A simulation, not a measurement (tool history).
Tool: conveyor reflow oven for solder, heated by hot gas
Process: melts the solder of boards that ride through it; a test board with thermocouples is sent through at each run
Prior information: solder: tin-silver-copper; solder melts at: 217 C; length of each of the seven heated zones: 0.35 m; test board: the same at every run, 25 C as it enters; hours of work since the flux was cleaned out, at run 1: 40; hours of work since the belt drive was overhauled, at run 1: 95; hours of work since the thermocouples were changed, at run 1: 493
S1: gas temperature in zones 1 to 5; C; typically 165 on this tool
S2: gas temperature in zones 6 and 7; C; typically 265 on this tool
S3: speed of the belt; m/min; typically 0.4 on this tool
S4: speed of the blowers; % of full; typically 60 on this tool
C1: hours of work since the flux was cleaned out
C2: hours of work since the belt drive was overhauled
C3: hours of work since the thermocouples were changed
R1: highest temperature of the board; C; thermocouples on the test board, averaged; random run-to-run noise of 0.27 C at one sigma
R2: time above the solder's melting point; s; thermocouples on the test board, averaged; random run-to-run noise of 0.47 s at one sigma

run   hour   S1   S2     S3  S4   C1   C2   C3     R1    R2
  1      0  165  265    0.4  60   40   95  493  244.3  64.1
  2    7.9  165  265    0.4  60   44  100  497    244  63.7
  3   18.4  165  265    0.4  60   50  105  503  244.3  63.2
  4   24.5  165  265    0.4  60   53  109  506  244.4  63.5
  5   31.2  165  264    0.4  60   57  112  510  243.3  62.8
  6   37.6  165  264    0.4  60   60  116  513  242.9  62.6
  7     42  165  264    0.4  60   63  118  516    243  62.5
  8   48.2  165  264    0.4  60   66  121  519  242.7  62.6
  9   56.7  165  264    0.4  83   70  126  524  248.1  71.9
 10   63.6  165  264    0.4  83   74  130  527  248.5  71.2
 11     74  165  264    0.4  83   80  135  533    248  71.6
 12   81.9  165  265    0.4  60   84  140  537  243.3  62.2
 13   87.6  165  265    0.4  60   87  143  540  243.7  62.6
 14   93.9  165  265    0.4  60   91  146  544  243.1  63.2
 15  103.3  155  274  0.478  51   96  151  549  236.6  37.4
 16  109.5  165  265    0.4  78   99  154  552  247.5  69.3
 17  117.5  165  265    0.4  78  103  159  557  247.8  70.5
     123.3  -- flux residue cleaned out of gas plates and filters
 18  131.2  165  265    0.4  78    4  163  561  247.5  68.6
 19  137.3  167  265  0.438  88    8  167  565  246.4  63.2
 20  144.8  165  265  0.447  74   12  171  569    242  53.8
 21  151.5  165  265  0.447  74   15  174  572  242.1  55.3
 22  161.5  165  265    0.4  52   21  180  578    240  56.3
 23  171.7  165  265    0.4  52   26  185  583  239.5  56.3
 24  177.9  152  267  0.417  88   29  189  586  246.2  61.6
     188.8  -- flux residue cleaned out of gas plates and filters, once more
 25  191.4  158  265    0.4  55    1  193  591  241.7  57.5
 26  197.8  158  265    0.4  55    5  197  594  241.7  57.4
 27  204.6  158  265    0.4  55    9  200  598  241.4  57.3
 28  212.1  159  253  0.429  71   13  204  602  233.4  42.3

What if the next run were any one of these 4? Each begins from the tool's condition after run 28:
  A  218.2  159  278  0.347  88  16  208  605   ?   ?
  B  218.2  162  253  0.427  71  16  208  605   ?   ?
  C  218.2  176  253  0.429  58  16  208  605   ?   ?
  D  218.2  175  253  0.434  71  16  208  605   ?   ?

run     R1    R2
  A  265.6    99
  B  234.1  46.1
  C  233.8  49.4
  D  236.5  53.6
With no hidden state in the tool, these same runs would have given:
run     R1    R2
  A  266.5  99.4
  B  234.9  47.4
  C  234.5  50.6
  D  237.3  54.7
